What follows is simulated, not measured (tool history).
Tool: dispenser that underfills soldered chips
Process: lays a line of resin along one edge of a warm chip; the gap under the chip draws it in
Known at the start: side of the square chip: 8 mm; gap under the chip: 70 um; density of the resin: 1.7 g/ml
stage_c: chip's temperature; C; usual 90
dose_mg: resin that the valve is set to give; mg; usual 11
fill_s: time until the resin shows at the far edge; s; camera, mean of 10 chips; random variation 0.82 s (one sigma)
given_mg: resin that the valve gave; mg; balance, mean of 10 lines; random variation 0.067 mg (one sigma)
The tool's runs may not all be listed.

run   hour  stage_c  dose_mg  fill_s  given_mg
  1      0       90       11    83.4     10.59
       8.1  -- new syringe of resin
  2    8.8       90       11    75.8     10.57
  3   16.9       90       11   111.7     10.54
      18.5  -- new syringe of resin
  4   24.7       90       11    98.2     10.57
      29.8  -- new syringe of resin
      31.5  -- dispensing valve cleaned and set on the balance
  5   39.8       90       11   111.1     10.96
      41.5  -- new syringe of resin
  6     48       90       11    99.6     10.85
      52.5  -- new syringe of resin
  7   57.8       90     10.2    95.5     10.11
        63  -- new syringe of resin
  8   66.6       96       11    71.4     10.75
      73.8  -- new syringe of resin
  9   75.5       96       11    65.1     10.75
      84.8  -- new syringe of resin
 10   85.8       96       11    62.5     10.72
      95.4  -- new syringe of resin
 11   97.8       90     11.4    80.2     11.08
     106.3  -- new syringe of resin
 12  112.8       90     11.4    96.6     11.02
     117.8  -- new syringe of resin
 13  124.2       90     14.1    96.8      13.5
     127.9  -- new syringe of resin
     138.5  -- new syringe of resin
 14  139.2       90       11    73.2     10.51
     148.6  -- new syringe of resin
     150.5  -- dispensing valve cleaned and set on the balance
 15  153.1       90       11    87.4     11.08
     160.6  -- new syringe of resin
 16  160.7       96       11    59.9     10.98
     171.2  -- new syringe of resin
 17  177.8       96      9.6    83.3      9.57
     181.7  -- new syringe of resin
 18  188.6       96      9.6    85.4      9.47
     192.6  -- new syringe of resin
 19  201.7       96      9.6    96.5      9.39
     202.9  -- new syringe of resin
     213.5  -- new syringe of resin
 20  218.8       96      9.6    78.7       9.3
     223.9  -- new syringe of resin
 21  232.6       96      9.6    94.3      9.23
       234  -- new syringe of resin
     244.1  -- new syringe of resin
 22  249.8      100     11.3    68.4     10.71
     254.2  -- new syringe of resin
 23  260.6      100     13.1    71.5     12.47
     264.5  -- new syringe of resin
     269.9  -- dispensing valve cleaned and set on the balance
     275.7  -- new syringe of resin
 24  275.7      100     13.1    51.7     13.14
     286.4  -- new syringe of resin
 25  290.5       86       12    98.4     11.97
     297.2  -- new syringe of resin
 26    298      104      9.6    50.1      9.49
 27  306.8       91     13.8     107     13.62
     308.3  -- new syringe of resin
     319.1  -- new syringe of resin
 28  319.6      104     12.3    46.3     12.12
     329.2  -- new syringe of resin
 29  330.9       97     10.1    63.3      9.75

Forecast run 30:
     339.7  -- new syringe of resin
 30  340.4       97     10.1       ?         ?

{"run 30": {"fill_s": 61.4, "given_mg": 9.73}}
Without the tool's hidden state the same run would have given fill_s 63.4 s, given_mg 10.03 mg.
